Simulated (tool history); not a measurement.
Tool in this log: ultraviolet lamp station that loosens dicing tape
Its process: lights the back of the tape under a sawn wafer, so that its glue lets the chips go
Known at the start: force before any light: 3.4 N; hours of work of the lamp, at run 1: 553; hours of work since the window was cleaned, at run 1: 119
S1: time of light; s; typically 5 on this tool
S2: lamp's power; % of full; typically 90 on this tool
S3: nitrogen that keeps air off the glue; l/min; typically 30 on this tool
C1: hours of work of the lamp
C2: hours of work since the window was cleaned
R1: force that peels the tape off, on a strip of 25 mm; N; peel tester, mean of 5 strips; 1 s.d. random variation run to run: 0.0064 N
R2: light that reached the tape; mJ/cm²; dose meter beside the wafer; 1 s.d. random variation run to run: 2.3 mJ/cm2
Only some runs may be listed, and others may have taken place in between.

{"run": 1, "hour": 0.0, "S1": 5, "S2": 90, "S3": 30, "C1": 553, "C2": 119, "R1": 0.263, "R2": 201}
{"run": 2, "hour": 40.7, "S1": 5, "S2": 90, "S3": 30, "C1": 574, "C2": 141, "R1": 0.249, "R2": 201}
{"run": 3, "hour": 102.9, "S1": 5, "S2": 90, "S3": 30, "C1": 607, "C2": 174, "R1": 0.262, "R2": 199}
{"run": 4, "hour": 148.7, "S1": 5, "S2": 90, "S3": 30, "C1": 632, "C2": 198, "R1": 0.255, "R2": 200}
{"run": 5, "hour": 186.3, "S1": 5, "S2": 90, "S3": 30, "C1": 652, "C2": 218, "R1": 0.257, "R2": 196}
{"run": 6, "hour": 240.8, "S1": 5, "S2": 90, "S3": 30, "C1": 680, "C2": 247, "R1": 0.27, "R2": 194}
{"run": 7, "hour": 272.3, "S1": 5, "S2": 90, "S3": 23, "C1": 697, "C2": 264, "R1": 0.306, "R2": 194}
{"run": 8, "hour": 316.6, "S1": 5, "S2": 90, "S3": 23, "C1": 721, "C2": 287, "R1": 0.294, "R2": 197}
{"hour": 322.8, "done": "window cleaned of glue's vapour"}
{"run": 9, "hour": 365.8, "S1": 5, "S2": 69, "S3": 30, "C1": 746, "C2": 23, "R1": 0.457, "R2": 149}
{"run": 10, "hour": 407.5, "S1": 4, "S2": 80, "S3": 16, "C1": 768, "C2": 45, "R1": 0.648, "R2": 133}
{"run": 11, "hour": 451.4, "S1": 4, "S2": 80, "S3": 16, "C1": 792, "C2": 68, "R1": 0.654, "R2": 131}
{"run": 12, "hour": 498.4, "S1": 4, "S2": 80, "S3": 16, "C1": 817, "C2": 93, "R1": 0.66, "R2": 135}
{"run": 13, "hour": 550.5, "S1": 6, "S2": 80, "S3": 16, "C1": 844, "C2": 121, "R1": 0.355, "R2": 197}
{"run": 14, "hour": 614.7, "S1": 6, "S2": 80, "S3": 16, "C1": 878, "C2": 155, "R1": 0.364, "R2": 193}
{"hour": 640.2, "done": "window cleaned of glue's vapour, once more"}
{"run": 15, "hour": 652.9, "S1": 6, "S2": 80, "S3": 16, "C1": 898, "C2": 7, "R1": 0.34, "R2": 205}
{"run": 16, "hour": 709.4, "S1": 6, "S2": 80, "S3": 16, "C1": 928, "C2": 37, "R1": 0.333, "R2": 202}
{"run": 17, "hour": 775.3, "S1": 6, "S2": 80, "S3": 16, "C1": 963, "C2": 72, "R1": 0.34, "R2": 199}
{"run": 18, "hour": 813.1, "S1": 4, "S2": 74, "S3": 30, "C1": 983, "C2": 92, "R1": 0.551, "R2": 121}

Each row is a separate what-if for the run after 18, all from the same tool condition, not one after another. Results?
{"run": "A", "hour": 877.0, "S1": 4, "S2": 74, "S3": 24, "C1": 1017, "C2": 125, "R1": "?", "R2": "?"}
{"run": "B", "hour": 877.0, "S1": 3, "S2": 90, "S3": 12, "C1": 1017, "C2": 125, "R1": "?", "R2": "?"}
{"run": "C", "hour": 877.0, "S1": 5, "S2": 68, "S3": 30, "C1": 1017, "C2": 125, "R1": "?", "R2": "?"}
{"run": "D", "hour": 877.0, "S1": 5, "S2": 90, "S3": 13, "C1": 1017, "C2": 125, "R1": "?", "R2": "?"}

run=A R1=0.667 R2=122
run=B R1=0.91 R2=113
run=C R1=0.464 R2=141
run=D R1=0.442 R2=185
Had the tool no hidden state, the same runs would have come out as:
run=A R1=0.427 R2=163
run=B R1=0.617 R2=150
run=C R1=0.288 R2=187
run=D R1=0.281 R2=247
